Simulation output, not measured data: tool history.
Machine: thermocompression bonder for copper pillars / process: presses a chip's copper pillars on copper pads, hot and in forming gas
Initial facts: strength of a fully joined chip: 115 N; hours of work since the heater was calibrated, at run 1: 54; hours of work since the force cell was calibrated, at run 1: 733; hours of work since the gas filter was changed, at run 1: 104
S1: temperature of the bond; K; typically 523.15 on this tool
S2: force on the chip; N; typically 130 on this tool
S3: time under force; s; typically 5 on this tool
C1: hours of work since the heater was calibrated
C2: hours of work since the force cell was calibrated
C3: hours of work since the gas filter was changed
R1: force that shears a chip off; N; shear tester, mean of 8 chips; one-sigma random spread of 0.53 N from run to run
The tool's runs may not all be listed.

run    hour      S1   S2  S3   C1    C2   C3    R1
  1     0.0  523.15  130   5   54   733  104  47.1
  2    40.5  523.15  130   5   79   759  129  48.2
  3    81.0  523.15  130   5  104   784  154  47.6
  4   111.4  523.15  130   5  123   803  173  47.5
  5   131.0  523.15  130   5  135   815  185  48.0
  6   175.1  523.15  130   5  163   842  213  47.3
  7   215.5  523.15  130   5  188   867  238  47.0
  8   234.8  523.15  130   5  200   879  250  47.8
  9   267.9  521.15  130   5  220   900  270  46.1
 10   288.8  521.15  130   5  233   913  283  46.7
 11   318.0  521.15  130   5  251   931  301  45.5
 12   335.9  523.15  130   5  262   942  312  47.0
 13   371.1  523.15  176   5  284   964  334  55.4
 14   409.1  523.15  176   5  308   988  358  57.1
 15   440.3  523.15  176   5  327  1007  377  56.8
      474.3  -- forming gas filter changed
 16   481.3  523.15  176   5  352  1032    4  60.9
 17   510.0  523.15  176   5  370  1050   22  62.2
 18   551.8  523.15  176   5  396  1076   48  60.4
 19   577.7  523.15   82   5  412  1092   64  37.2
 20   599.5  523.15  136   3  426  1105   78  42.8
 21   618.3  503.15  135  12  438  1117   89  54.7
 22   639.4  503.15  108  10  451  1130  103  44.0
 23   674.0  523.15  165   5  472  1152  124  58.1
 24   708.0  505.15  107   4  493  1173  145  30.2
 25   745.7  531.15  109  12  517  1196  169  66.4
 26   779.0  523.15  130   7  537  1217  189  56.4
 27   807.8  523.15  130   8  555  1235  207  57.1
 28   835.1  507.15  123  14  572  1252  224  55.5
 29   874.6  507.15  123  14  597  1276  249  55.9
 30   908.1  551.15  123   3  618  1297  269  57.0
 31   942.5  551.15  123   3  639  1319  291  55.9
 32   967.2  514.15  182   4  654  1334  306  49.4
 33   993.6  514.15  182   4  671  1350  323  49.5
 34  1025.4  498.15   84   8  690  1370  342  30.1

Each row is a separate what-if for the run after 34, all from the same tool condition, not one after another. Results?
  A  1054.1  535.15   86   9  708  1388  360   ?
  B  1054.1  522.15  130   5  708  1388  360   ?
  C  1054.1  503.15   84   3  708  1388  360   ?
  D  1054.1  545.15  106   8  708  1388  360   ?
  E  1054.1  498.15   84  11  708  1388  360   ?

run    R1
  A  53.6
  B  48.3
  C  21.8
  D  64.7
  E  34.0
Without the tool's unlogged condition, the same runs would have read:
run    R1
  A  53.4
  B  47.7
  C  21.0
  D  65.1
  E  33.0
